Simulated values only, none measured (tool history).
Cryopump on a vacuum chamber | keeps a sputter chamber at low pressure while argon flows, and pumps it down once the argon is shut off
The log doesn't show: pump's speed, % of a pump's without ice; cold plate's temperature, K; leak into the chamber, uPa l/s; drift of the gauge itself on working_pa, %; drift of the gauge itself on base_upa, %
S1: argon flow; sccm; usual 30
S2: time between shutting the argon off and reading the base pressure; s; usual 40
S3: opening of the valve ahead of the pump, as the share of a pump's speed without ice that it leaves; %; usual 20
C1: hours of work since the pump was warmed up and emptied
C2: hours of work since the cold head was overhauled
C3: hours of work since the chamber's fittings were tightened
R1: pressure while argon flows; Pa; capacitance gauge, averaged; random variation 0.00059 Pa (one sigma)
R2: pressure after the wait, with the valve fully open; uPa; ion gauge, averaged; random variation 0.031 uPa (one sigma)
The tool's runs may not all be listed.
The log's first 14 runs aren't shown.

run 15 hour=334.1 | S1=30 S2=99 S3=20 | C1=108 C2=955 C3=311 | R1=0.1359 R2=0.84
run 16 hour=353.2 | S1=30 S2=99 S3=20 | C1=122 C2=969 C3=324 | R1=0.1368 R2=0.83
run 17 hour=369.6 | S1=30 S2=40 S3=56 | C1=133 C2=980 C3=336 | R1=0.0502 R2=1.78
run 18 hour=402.0 | S1=30 S2=37 S3=15 | C1=156 C2=1003 C3=359 | R1=0.1814 R2=1.84
run 19 hour=420.0 | S1=32 S2=26 S3=50 | C1=169 C2=1016 C3=371 | R1=0.0597 R2=2.56
run 20 hour=446.7 | S1=28 S2=40 S3=20 | C1=188 C2=1035 C3=390 | R1=0.1275 R2=1.74
run 21 hour=475.5 | S1=28 S2=40 S3=20 | C1=208 C2=1055 C3=410 | R1=0.1275 R2=1.65
run 22 hour=506.0 | S1=28 S2=40 S3=20 | C1=230 C2=1076 C3=432 | R1=0.1283 R2=1.75
run 23 hour=533.4 | S1=22 S2=268 S3=20 | C1=249 C2=1096 C3=451 | R1=0.1008 R2=0.53
run 24 hour=557.3 | S1=22 S2=268 S3=20 | C1=266 C2=1112 C3=468 | R1=0.1005 R2=0.50
run 25 hour=579.7 | S1=23 S2=40 S3=34 | C1=282 C2=1128 C3=484 | R1=0.0635 R2=1.79
run 26 hour=607.8 | S1=14 S2=32 S3=28 | C1=301 C2=1148 C3=504 | R1=0.0471 R2=2.15

Run 27 comes next. What will it give?
run 27 hour=629.0 | S1=21 S2=62 S3=27 | C1=316 C2=1163 C3=519 | R1=? R2=?

{"run 27": {"R1": 0.0722, "R2": 1.24}}
Without the tool's hidden state the same run would have given R1 0.0697 Pa, R2 1.07 uPa.
